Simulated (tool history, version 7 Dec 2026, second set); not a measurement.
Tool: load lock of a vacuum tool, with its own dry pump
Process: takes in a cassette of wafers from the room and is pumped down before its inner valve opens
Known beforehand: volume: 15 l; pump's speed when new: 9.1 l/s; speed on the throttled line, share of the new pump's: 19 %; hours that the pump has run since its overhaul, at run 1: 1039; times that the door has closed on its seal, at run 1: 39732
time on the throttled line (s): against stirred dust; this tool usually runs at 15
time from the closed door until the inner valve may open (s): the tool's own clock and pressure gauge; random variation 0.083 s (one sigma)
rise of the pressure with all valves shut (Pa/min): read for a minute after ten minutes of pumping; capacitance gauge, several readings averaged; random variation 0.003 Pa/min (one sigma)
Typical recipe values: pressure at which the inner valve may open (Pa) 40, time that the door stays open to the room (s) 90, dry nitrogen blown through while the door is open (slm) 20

run    hour  time on the throttled line (s)  pressure at which the inner valve may open (Pa)  time that the door stays open to the room (s)  dry nitrogen blown through while the door is open (slm)  hours that the pump has run since its overhaul  times that the door has closed on its seal  incoming humidity of the room's air, %  time from the closed door until the inner valve may open (s)  rise of the pressure with all valves shut (Pa/min)
  1     0.0                              15                                               40                                             90                                                       20                                            1039                                       39732                                    42.4                                                         25.10                                               0.158
  2   103.9                              15                                               40                                             90                                                       20                                            1142                                       40204                                    45.5                                                         25.19                                               0.162
  3   283.1                              15                                               40                                             34                                                       20                                            1322                                       41018                                    44.2                                                         25.09                                               0.161
  4   456.0                              15                                               40                                             34                                                       20                                            1495                                       41803                                    45.9                                                         24.99                                               0.163
  5   539.1                              15                                               40                                             34                                                       20                                            1578                                       42180                                    44.0                                                         25.10                                               0.164
  6   682.7                              15                                               40                                             90                                                       15                                            1721                                       42832                                    46.9                                                         25.18                                               0.179
  7   818.5                              15                                               40                                             90                                                       15                                            1857                                       43449                                    46.1                                                         25.23                                               0.184
  8   899.9                              15                                               40                                             90                                                       15                                            1938                                       43818                                    42.9                                                         25.18                                               0.171
  9  1065.2                              19                                               40                                             90                                                       15                                            2104                                       44569                                    42.9                                                         28.52                                               0.185
 10  1168.3                              19                                               40                                             90                                                       15                                            2207                                       45037                                    45.5                                                         28.55                                               0.186
 11  1293.7                              25                                               40                                             90                                                       15                                            2332                                       45607                                    44.7                                                         33.44                                               0.189
 12  1449.4                              25                                               40                                             90                                                       15                                            2488                                       46314                                    45.6                                                         33.38                                               0.198
 13  1602.2                              20                                               40                                            185                                                       11                                            2641                                       47007                                    46.1                                                         29.38                                               0.217
 14  1768.9                              15                                               44                                             90                                                       30                                            2808                                       47765                                    41.2                                                         25.18                                               0.200
 15  1914.6                               9                                               44                                             90                                                        5                                            2953                                       48426                                    44.4                                                         20.16                                               0.220
 16  2022.9                              15                                               40                                             72                                                        9                                            3061                                       48918                                    43.6                                                         25.23                                               0.213
 17  2152.7                              15                                               40                                             72                                                        9                                            3191                                       49507                                    47.2                                                         25.20                                               0.221
 18  2259.5                              20                                               65                                             45                                                       30                                            3298                                       49992                                    43.1                                                         28.52                                               0.204
 19  2412.3                              20                                               65                                             45                                                       30                                            3451                                       50686                                    45.7                                                         28.63                                               0.204
 20  2563.5                              15                                               46                                             46                                                       18                                            3602                                       51373                                    42.0                                                         25.16                                               0.210

Pick out some run-to-run changes in time from the closed door until the inner valve may open (s). Of each, how much would a tool without hidden state show as well, from the settings, what came in and chance, and how much is left for the hidden state and any gauge scatter not in both results compared?
The hidden state here: pump's speed, % of a new pump's; leak at the door's seal, Pa l/s; drift of the gauge itself on ready_s, %; drift of the gauge itself on rise_pa_min, %.
Run 10 -> 11: time on the throttled line (s) 19 -> 25. time from the closed door until the inner valve may open (s) +4.89: hidden state -0.05, all else +4.94.
Run 14 -> 15: time on the throttled line (s) 15 -> 9, dry nitrogen blown through while the door is open (slm) 30 -> 5. time from the closed door until the inner valve may open (s) -5.02: hidden state +0.03, all else -5.05.
Run 15 -> 16: time on the throttled line (s) 9 -> 15, pressure at which the inner valve may open (Pa) 44 -> 40, time that the door stays open to the room (s) 90 -> 72, dry nitrogen blown through while the door is open (slm) 5 -> 9. time from the closed door until the inner valve may open (s) +5.07: hidden state -0.01, all else +5.08.
Run 19 -> 20: time on the throttled line (s) 20 -> 15, pressure at which the inner valve may open (Pa) 65 -> 46, time that the door stays open to the room (s) 45 -> 46, dry nitrogen blown through while the door is open (slm) 30 -> 18. time from the closed door until the inner valve may open (s) -3.47: hidden state +0.05, all else -3.52.
